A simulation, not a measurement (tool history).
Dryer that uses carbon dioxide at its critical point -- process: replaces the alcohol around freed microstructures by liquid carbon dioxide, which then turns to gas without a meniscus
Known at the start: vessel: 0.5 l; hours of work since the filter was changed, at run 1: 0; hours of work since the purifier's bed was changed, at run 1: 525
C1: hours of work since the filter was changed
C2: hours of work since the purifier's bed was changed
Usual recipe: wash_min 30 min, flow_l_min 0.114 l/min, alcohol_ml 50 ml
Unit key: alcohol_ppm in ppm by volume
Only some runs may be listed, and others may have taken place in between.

{"run": 1, "day": 0.0, "wash_min": 30, "flow_l_min": 0.114, "alcohol_ml": 50, "C1": 0, "C2": 525, "alcohol_ppm": 241}
{"run": 2, "day": 1.754, "wash_min": 30, "flow_l_min": 0.114, "alcohol_ml": 22, "C1": 21, "C2": 546, "alcohol_ppm": 134}
{"run": 3, "day": 2.567, "wash_min": 30, "flow_l_min": 0.114, "alcohol_ml": 22, "C1": 30, "C2": 555, "alcohol_ppm": 126}
{"run": 4, "day": 3.896, "wash_min": 30, "flow_l_min": 0.114, "alcohol_ml": 22, "C1": 46, "C2": 571, "alcohol_ppm": 126}
{"run": 5, "day": 4.762, "wash_min": 30, "flow_l_min": 0.114, "alcohol_ml": 22, "C1": 56, "C2": 581, "alcohol_ppm": 127}
{"run": 6, "day": 6.321, "wash_min": 30, "flow_l_min": 0.114, "alcohol_ml": 22, "C1": 74, "C2": 599, "alcohol_ppm": 139}
{"run": 7, "day": 7.162, "wash_min": 30, "flow_l_min": 0.114, "alcohol_ml": 22, "C1": 84, "C2": 609, "alcohol_ppm": 131}
{"run": 8, "day": 8.325, "wash_min": 30, "flow_l_min": 0.114, "alcohol_ml": 22, "C1": 97, "C2": 623, "alcohol_ppm": 140}
{"run": 9, "day": 9.667, "wash_min": 28, "flow_l_min": 0.114, "alcohol_ml": 22, "C1": 113, "C2": 638, "alcohol_ppm": 194}
{"run": 10, "day": 11.446, "wash_min": 28, "flow_l_min": 0.114, "alcohol_ml": 22, "C1": 134, "C2": 659, "alcohol_ppm": 204}
{"day": 12.308, "done": "purifier's bed changed"}
{"run": 11, "day": 12.95, "wash_min": 28, "flow_l_min": 0.114, "alcohol_ml": 22, "C1": 150, "C2": 8, "alcohol_ppm": 178}
{"run": 12, "day": 14.279, "wash_min": 30, "flow_l_min": 0.114, "alcohol_ml": 53, "C1": 166, "C2": 23, "alcohol_ppm": 293}
{"run": 13, "day": 16.167, "wash_min": 30, "flow_l_min": 0.114, "alcohol_ml": 24, "C1": 188, "C2": 45, "alcohol_ppm": 128}
{"run": 14, "day": 17.504, "wash_min": 30, "flow_l_min": 0.114, "alcohol_ml": 24, "C1": 203, "C2": 61, "alcohol_ppm": 145}
{"run": 15, "day": 18.442, "wash_min": 30, "flow_l_min": 0.114, "alcohol_ml": 50, "C1": 214, "C2": 72, "alcohol_ppm": 293}
{"run": 16, "day": 20.375, "wash_min": 30, "flow_l_min": 0.114, "alcohol_ml": 50, "C1": 237, "C2": 94, "alcohol_ppm": 307}
{"run": 17, "day": 22.15, "wash_min": 30, "flow_l_min": 0.114, "alcohol_ml": 65, "C1": 258, "C2": 115, "alcohol_ppm": 408}
{"run": 18, "day": 23.871, "wash_min": 30, "flow_l_min": 0.114, "alcohol_ml": 65, "C1": 278, "C2": 135, "alcohol_ppm": 426}
{"day": 24.858, "done": "inlet filter changed"}
{"run": 19, "day": 24.992, "wash_min": 30, "flow_l_min": 0.114, "alcohol_ml": 65, "C1": 2, "C2": 148, "alcohol_ppm": 311}
{"run": 20, "day": 26.375, "wash_min": 42, "flow_l_min": 0.114, "alcohol_ml": 58, "C1": 18, "C2": 164, "alcohol_ppm": 32}
{"run": 21, "day": 27.333, "wash_min": 42, "flow_l_min": 0.114, "alcohol_ml": 58, "C1": 29, "C2": 175, "alcohol_ppm": 39}
{"run": 22, "day": 29.279, "wash_min": 30, "flow_l_min": 0.122, "alcohol_ml": 52, "C1": 52, "C2": 198, "alcohol_ppm": 176}
{"run": 23, "day": 30.675, "wash_min": 30, "flow_l_min": 0.076, "alcohol_ml": 61, "C1": 68, "C2": 214, "alcohol_ppm": 2310}
{"run": 24, "day": 31.667, "wash_min": 31, "flow_l_min": 0.071, "alcohol_ml": 44, "C1": 80, "C2": 226, "alcohol_ppm": 1878}
{"run": 25, "day": 33.629, "wash_min": 39, "flow_l_min": 0.071, "alcohol_ml": 76, "C1": 103, "C2": 249, "alcohol_ppm": 1227}
{"run": 26, "day": 35.421, "wash_min": 35, "flow_l_min": 0.075, "alcohol_ml": 35, "C1": 124, "C2": 270, "alcohol_ppm": 766}
{"run": 27, "day": 36.767, "wash_min": 35, "flow_l_min": 0.075, "alcohol_ml": 35, "C1": 139, "C2": 286, "alcohol_ppm": 750}
{"run": 28, "day": 38.071, "wash_min": 35, "flow_l_min": 0.075, "alcohol_ml": 35, "C1": 155, "C2": 301, "alcohol_ppm": 771}
{"run": 29, "day": 39.917, "wash_min": 19, "flow_l_min": 0.107, "alcohol_ml": 50, "C1": 176, "C2": 322, "alcohol_ppm": 3125}
{"run": 30, "day": 41.592, "wash_min": 19, "flow_l_min": 0.089, "alcohol_ml": 50, "C1": 196, "C2": 342, "alcohol_ppm": 5639}
{"run": 31, "day": 43.05, "wash_min": 18, "flow_l_min": 0.111, "alcohol_ml": 50, "C1": 213, "C2": 359, "alcohol_ppm": 3351}
{"run": 32, "day": 44.662, "wash_min": 18, "flow_l_min": 0.111, "alcohol_ml": 50, "C1": 232, "C2": 378, "alcohol_ppm": 3479}
{"run": 33, "day": 45.679, "wash_min": 41, "flow_l_min": 0.164, "alcohol_ml": 37, "C1": 243, "C2": 390, "alcohol_ppm": 28}
{"run": 34, "day": 47.596, "wash_min": 41, "flow_l_min": 0.164, "alcohol_ml": 37, "C1": 266, "C2": 412, "alcohol_ppm": 22}
{"day": 49.538, "done": "inlet filter changed"}
{"run": 35, "day": 49.571, "wash_min": 22, "flow_l_min": 0.164, "alcohol_ml": 37, "C1": 0, "C2": 435, "alcohol_ppm": 139}

What if the next run were any one of these 5? Each begins from the tool's condition after run 35:
{"run": "A", "day": 51.242, "wash_min": 24, "flow_l_min": 0.098, "alcohol_ml": 118, "C1": 20, "C2": 454, "alcohol_ppm": "?"}
{"run": "B", "day": 51.242, "wash_min": 22, "flow_l_min": 0.186, "alcohol_ml": 79, "C1": 20, "C2": 454, "alcohol_ppm": "?"}
{"run": "C", "day": 51.242, "wash_min": 22, "flow_l_min": 0.12, "alcohol_ml": 49, "C1": 20, "C2": 454, "alcohol_ppm": "?"}
{"run": "D", "day": 51.242, "wash_min": 30, "flow_l_min": 0.097, "alcohol_ml": 50, "C1": 20, "C2": 454, "alcohol_ppm": "?"}
{"run": "E", "day": 51.242, "wash_min": 19, "flow_l_min": 0.152, "alcohol_ml": 58, "C1": 20, "C2": 454, "alcohol_ppm": "?"}

run=A alcohol_ppm=3572
run=B alcohol_ppm=121
run=C alcohol_ppm=905
run=D alcohol_ppm=574
run=E alcohol_ppm=707
With no hidden state in the tool, these same runs would have given:
run=A alcohol_ppm=3490
run=B alcohol_ppm=97
run=C alcohol_ppm=867
run=D alcohol_ppm=542
run=E alcohol_ppm=671
